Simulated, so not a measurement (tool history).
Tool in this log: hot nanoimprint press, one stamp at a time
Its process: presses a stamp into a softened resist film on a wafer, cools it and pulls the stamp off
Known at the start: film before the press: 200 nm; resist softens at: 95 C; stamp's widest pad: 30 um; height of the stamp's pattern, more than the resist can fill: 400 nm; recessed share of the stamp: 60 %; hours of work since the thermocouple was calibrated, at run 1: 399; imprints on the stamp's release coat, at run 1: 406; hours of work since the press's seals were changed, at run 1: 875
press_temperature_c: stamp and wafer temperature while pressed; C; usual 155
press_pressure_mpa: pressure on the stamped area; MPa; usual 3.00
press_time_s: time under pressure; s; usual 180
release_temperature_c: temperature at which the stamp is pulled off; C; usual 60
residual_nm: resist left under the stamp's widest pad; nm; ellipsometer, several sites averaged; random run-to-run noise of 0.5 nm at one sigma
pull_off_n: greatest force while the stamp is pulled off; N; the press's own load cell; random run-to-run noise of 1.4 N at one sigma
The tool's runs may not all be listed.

run,hour,press_temperature_c,press_pressure_mpa,press_time_s,release_temperature_c,hours of work since the thermocouple was calibrated,imprints on the stamp's release coat,hours of work since the press's seals were changed,residual_nm,pull_off_n
1,0.0,155,3.00,180,60,399,406,875,72.1,175
2,25.1,155,3.00,180,60,415,515,892,71.6,174
3,51.0,150,3.00,180,60,432,626,908,88.5,172
# hour 63.3: stamp cleaned and given a new release coat
# hour 75.9: plate thermocouple calibrated
4,105.0,155,3.00,180,60,19,167,937,71.8,173
5,136.1,155,3.00,180,60,39,301,957,72.3,173
6,172.3,155,3.00,180,60,62,457,981,71.5,175
7,192.7,144,3.00,180,60,75,546,994,112.2,170
# hour 225.6: stamp cleaned and given a new release coat
8,228.6,144,3.00,180,60,95,13,1013,111.3,173
9,268.0,144,3.00,180,60,120,183,1039,114.2,172
10,288.1,144,3.00,180,60,133,270,1052,113.1,172
11,321.1,144,3.00,180,60,154,412,1073,113.8,172
12,352.3,155,3.00,180,52,175,546,1093,72.1,208
# hour 382.1: stamp cleaned and given a new release coat
13,389.4,155,3.00,156,60,195,31,1113,75.2,171
14,416.9,155,3.00,156,60,212,150,1131,77.1,172
15,453.3,156,1.85,180,68,236,307,1154,89.5,143
16,472.7,146,3.48,305,60,248,390,1167,80.1,172
17,502.6,167,3.28,305,60,268,519,1186,34.5,172
18,522.6,155,4.67,180,64,281,606,1199,55.7,158
# hour 539.0: stamp cleaned and given a new release coat
19,575.2,150,4.35,95,60,311,156,1229,92.1,170
20,613.2,155,2.99,203,60,335,320,1254,69.0,172
21,653.6,155,2.99,203,60,361,495,1280,68.4,174
# hour 698.0: stamp cleaned and given a new release coat
22,701.8,154,3.64,180,60,389,17,1307,68.0,171
23,732.8,151,2.48,195,60,409,150,1327,91.5,173
# hour 752.9: press's hydraulic seals changed and the load cell set to zero
24,780.2,155,3.00,180,50,434,320,18,72.4,212
# hour 796.2: plate thermocouple calibrated
25,811.2,144,2.12,144,50,10,441,36,138.4,211
26,840.3,146,4.26,144,64,28,566,54,94.7,158
# hour 867.9: stamp cleaned and given a new release coat
27,887.9,148,1.87,164,60,55,86,81,123.8,171

Hidden state at the last listed run before each entry between runs and at the first one after, where it differs:
Between runs 3 and 4: stamp cleaned and given a new release coat (hour 63.3); plate thermocouple calibrated (hour 75.9)
  true temperature over the reading, C: -0.04 -> 0; grip of the stamp's worn release coat, % over a new coat's: 0.1 -> 0
Between runs 7 and 8: stamp cleaned and given a new release coat (hour 225.6)
  grip of the stamp's worn release coat, % over a new coat's: 0.1 -> 0
Between runs 12 and 13: stamp cleaned and given a new release coat (hour 382.1)
  grip of the stamp's worn release coat, % over a new coat's: 0.1 -> 0
Between runs 18 and 19: stamp cleaned and given a new release coat (hour 539.0)
  grip of the stamp's worn release coat, % over a new coat's: 0.1 -> 0
Between runs 21 and 22: stamp cleaned and given a new release coat (hour 698.0)
  grip of the stamp's worn release coat, % over a new coat's: 0.1 -> 0
Between runs 23 and 24: press's hydraulic seals changed and the load cell set to zero (hour 752.9)
  pressure that arrives at the usual setting, %: 99.88 -> 100; grip of the stamp's worn release coat, % over a new coat's: 0 -> 0.1
Between runs 24 and 25: plate thermocouple calibrated (hour 796.2)
  true temperature over the reading, C: -0.03 -> 0
Between runs 26 and 27: stamp cleaned and given a new release coat (hour 867.9)
  grip of the stamp's worn release coat, % over a new coat's: 0.1 -> 0
